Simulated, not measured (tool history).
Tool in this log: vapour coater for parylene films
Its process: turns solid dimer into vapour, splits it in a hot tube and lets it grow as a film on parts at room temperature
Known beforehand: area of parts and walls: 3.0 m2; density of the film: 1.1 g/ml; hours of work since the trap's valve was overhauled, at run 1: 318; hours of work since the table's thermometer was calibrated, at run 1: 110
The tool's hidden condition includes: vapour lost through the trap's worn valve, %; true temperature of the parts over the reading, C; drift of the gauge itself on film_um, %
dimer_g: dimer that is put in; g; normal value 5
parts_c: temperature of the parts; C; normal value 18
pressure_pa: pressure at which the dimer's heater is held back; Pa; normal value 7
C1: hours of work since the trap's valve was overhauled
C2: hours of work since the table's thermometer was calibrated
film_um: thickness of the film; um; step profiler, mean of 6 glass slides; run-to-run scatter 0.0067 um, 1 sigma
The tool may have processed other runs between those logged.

run 1 hour=0 | dimer_g=5 parts_c=18 pressure_pa=7 | C1=318 C2=110 | film_um=0.745
run 2 hour=24 | dimer_g=5 parts_c=18 pressure_pa=7 | C1=333 C2=125 | film_um=0.752
run 3 hour=48.9 | dimer_g=5 parts_c=18 pressure_pa=2.78 | C1=348 C2=140 | film_um=0.919
run 4 hour=70.4 | dimer_g=5 parts_c=18 pressure_pa=2.78 | C1=361 C2=153 | film_um=0.918
run 5 hour=97.8 | dimer_g=5 parts_c=18 pressure_pa=2.78 | C1=378 C2=170 | film_um=0.915
run 6 hour=116.1 | dimer_g=5 parts_c=18 pressure_pa=2.78 | C1=389 C2=181 | film_um=0.913
run 7 hour=143.9 | dimer_g=5 parts_c=18 pressure_pa=10.77 | C1=406 C2=198 | film_um=0.678
run 8 hour=170.1 | dimer_g=5 parts_c=18 pressure_pa=10.77 | C1=422 C2=214 | film_um=0.672
-- hour=173.4 table's thermometer calibrated
run 9 hour=190.8 | dimer_g=5 parts_c=18 pressure_pa=10.77 | C1=434 C2=11 | film_um=0.664
run 10 hour=206.8 | dimer_g=5 parts_c=18 pressure_pa=10.77 | C1=444 C2=20 | film_um=0.674
run 11 hour=219.5 | dimer_g=5 parts_c=14 pressure_pa=7 | C1=452 C2=28 | film_um=0.776
run 12 hour=237.6 | dimer_g=5 parts_c=14 pressure_pa=7 | C1=463 C2=39 | film_um=0.77
run 13 hour=259.9 | dimer_g=5 parts_c=14 pressure_pa=7 | C1=477 C2=53 | film_um=0.777
-- hour=266 table's thermometer calibrated, once more
run 14 hour=286 | dimer_g=5 parts_c=14 pressure_pa=7 | C1=492 C2=12 | film_um=0.779
run 15 hour=312.9 | dimer_g=5 parts_c=14 pressure_pa=7 | C1=508 C2=29 | film_um=0.783
run 16 hour=327 | dimer_g=5 parts_c=18 pressure_pa=2.88 | C1=517 C2=37 | film_um=0.875
run 17 hour=346.1 | dimer_g=5 parts_c=18 pressure_pa=2.88 | C1=529 C2=49 | film_um=0.872
run 18 hour=364.9 | dimer_g=5 parts_c=18 pressure_pa=2.88 | C1=540 C2=60 | film_um=0.854
-- hour=371.1 trap's valve overhauled
run 19 hour=390.2 | dimer_g=5 parts_c=13 pressure_pa=7.52 | C1=12 C2=74 | film_um=0.856
run 20 hour=410.1 | dimer_g=5 parts_c=18 pressure_pa=9.26 | C1=24 C2=86 | film_um=0.752
run 21 hour=433.2 | dimer_g=4 parts_c=16 pressure_pa=9.25 | C1=38 C2=100 | film_um=0.619
run 22 hour=444.8 | dimer_g=3 parts_c=24 pressure_pa=4.63 | C1=45 C2=107 | film_um=0.468
run 23 hour=469.7 | dimer_g=3 parts_c=24 pressure_pa=4.63 | C1=60 C2=122 | film_um=0.467
run 24 hour=488.3 | dimer_g=8 parts_c=11 pressure_pa=2.9 | C1=72 C2=133 | film_um=1.725
run 25 hour=515.5 | dimer_g=8 parts_c=11 pressure_pa=2.9 | C1=88 C2=150 | film_um=1.72
run 26 hour=533 | dimer_g=2 parts_c=30 pressure_pa=2.9 | C1=99 C2=161 | film_um=0.308
run 27 hour=560.9 | dimer_g=2 parts_c=30 pressure_pa=2.9 | C1=116 C2=178 | film_um=0.295
run 28 hour=577.3 | dimer_g=5 parts_c=24 pressure_pa=2.79 | C1=126 C2=188 | film_um=0.847
run 29 hour=604.9 | dimer_g=5 parts_c=11 pressure_pa=8.87 | C1=143 C2=205 | film_um=0.837

Consider 5 possible next runs. They are alternatives, not a sequence: every one starts from the tool as it was left by run 29. What does each give?
run A hour=618.6 | dimer_g=5 parts_c=18 pressure_pa=2 | C1=151 C2=213 | film_um=?
run B hour=618.6 | dimer_g=6 parts_c=18 pressure_pa=7 | C1=151 C2=213 | film_um=?
run C hour=618.6 | dimer_g=3 parts_c=28 pressure_pa=5.03 | C1=151 C2=213 | film_um=?
run D hour=618.6 | dimer_g=5 parts_c=13 pressure_pa=7 | C1=151 C2=213 | film_um=?
run E hour=618.6 | dimer_g=3 parts_c=23 pressure_pa=4.14 | C1=151 C2=213 | film_um=?

run=A film_um=1.02
run=B film_um=0.941
run=C film_um=0.421
run=D film_um=0.852
run=E film_um=0.472
What these runs would have given with no unlogged condition in the tool:
run=A film_um=1.056
run=B film_um=0.974
run=C film_um=0.435
run=D film_um=0.882
run=E film_um=0.489
